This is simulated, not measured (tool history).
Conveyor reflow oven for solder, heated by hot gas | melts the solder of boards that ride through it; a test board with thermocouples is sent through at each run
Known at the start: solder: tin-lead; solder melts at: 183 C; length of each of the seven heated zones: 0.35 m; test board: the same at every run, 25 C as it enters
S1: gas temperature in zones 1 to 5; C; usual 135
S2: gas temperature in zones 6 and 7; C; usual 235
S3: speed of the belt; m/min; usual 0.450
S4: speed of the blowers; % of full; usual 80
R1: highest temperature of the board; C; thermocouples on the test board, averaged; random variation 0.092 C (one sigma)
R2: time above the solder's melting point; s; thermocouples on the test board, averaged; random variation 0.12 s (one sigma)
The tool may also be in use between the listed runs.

run 1 day=0.000 | S1=135 S2=235 S3=0.450 S4=80 | R1=221.73 R2=73.2
run 2 day=0.367 | S1=135 S2=235 S3=0.450 S4=60 | R1=217.99 R2=68.9
run 3 day=0.725 | S1=135 S2=235 S3=0.450 S4=60 | R1=217.85 R2=68.9
run 4 day=1.096 | S1=135 S2=248 S3=0.450 S4=80 | R1=233.24 R2=81.4
run 5 day=1.371 | S1=135 S2=235 S3=0.450 S4=80 | R1=221.82 R2=73.2
run 6 day=1.575 | S1=131 S2=235 S3=0.450 S4=80 | R1=221.18 R2=71.0
run 7 day=2.017 | S1=135 S2=235 S3=0.496 S4=80 | R1=218.42 R2=63.0
run 8 day=2.488 | S1=135 S2=235 S3=0.496 S4=80 | R1=218.51 R2=62.9
run 9 day=2.696 | S1=135 S2=235 S3=0.496 S4=80 | R1=218.36 R2=63.0
run 10 day=3.167 | S1=135 S2=235 S3=0.496 S4=80 | R1=218.50 R2=63.2
run 11 day=3.388 | S1=135 S2=235 S3=0.496 S4=80 | R1=218.34 R2=62.9
-- day=3.629 flux residue cleaned out of gas plates and filters
run 12 day=3.871 | S1=135 S2=235 S3=0.496 S4=80 | R1=218.35 R2=62.8
run 13 day=4.100 | S1=135 S2=235 S3=0.496 S4=80 | R1=218.26 R2=62.9
run 14 day=4.538 | S1=135 S2=235 S3=0.496 S4=80 | R1=218.35 R2=62.8
run 15 day=4.942 | S1=135 S2=235 S3=0.496 S4=80 | R1=218.09 R2=62.8
run 16 day=5.350 | S1=129 S2=235 S3=0.496 S4=80 | R1=216.98 R2=59.6
run 17 day=5.717 | S1=129 S2=235 S3=0.496 S4=80 | R1=216.82 R2=59.5
run 18 day=6.121 | S1=129 S2=235 S3=0.496 S4=80 | R1=217.03 R2=59.6
-- day=6.533 flux residue cleaned out of gas plates and filters, once more
run 19 day=6.829 | S1=129 S2=247 S3=0.397 S4=80 | R1=235.92 R2=92.1
run 20 day=7.158 | S1=129 S2=247 S3=0.397 S4=80 | R1=236.05 R2=92.3
run 21 day=7.492 | S1=129 S2=247 S3=0.397 S4=80 | R1=236.02 R2=92.0
run 22 day=7.779 | S1=141 S2=235 S3=0.411 S4=80 | R1=225.60 R2=86.5
run 23 day=8.012 | S1=135 S2=235 S3=0.450 S4=67 | R1=219.72 R2=70.8
run 24 day=8.333 | S1=135 S2=249 S3=0.450 S4=86 | R1=235.40 R2=82.8
run 25 day=8.712 | S1=135 S2=249 S3=0.450 S4=86 | R1=235.46 R2=82.8
run 26 day=9.092 | S1=135 S2=249 S3=0.450 S4=86 | R1=235.29 R2=82.9
run 27 day=9.529 | S1=120 S2=250 S3=0.450 S4=64 | R1=229.47 R2=72.9
run 28 day=9.933 | S1=135 S2=239 S3=0.507 S4=66 | R1=218.28 R2=61.3
run 29 day=10.162 | S1=135 S2=239 S3=0.507 S4=66 | R1=218.37 R2=61.0
run 30 day=10.379 | S1=135 S2=239 S3=0.507 S4=66 | R1=218.40 R2=61.2

Some steps in R1 between neighbouring runs. How much of each would the tool show without its hidden state too (settings, what came in, random variation), and how much is left for the hidden state, with any gauge scatter that isn't in both results?
The hidden state here: heat that the gas passes to the board, % of a clean oven's; belt's true speed, % of the reading; true gas temperature in zones 6 and 7 over the reading, C; drift of the gauge itself on peak_c, C; drift of the gauge itself on liquid_s, %.
Run 3 -> 4: S2 235 -> 248, S4 60 -> 80. R1 +15.39 C: hidden state +0.03, all else +15.36.
Run 11 -> 12: flux residue cleaned out of gas plates and filters. R1 +0.01 C: hidden state -0.22, all else +0.23.
Run 18 -> 19: S2 235 -> 247, S3 0.496 -> 0.397, flux residue cleaned out of gas plates and filters, once more. R1 +18.89 C: hidden state +0.83, all else +18.06.
Run 22 -> 23: S1 141 -> 135, S3 0.411 -> 0.450, S4 80 -> 67. R1 -5.88 C: hidden state -0.15, all else -5.73.
Run 23 -> 24: S2 235 -> 249, S4 67 -> 86. R1 +15.68 C: hidden state +0.03, all else +15.65.
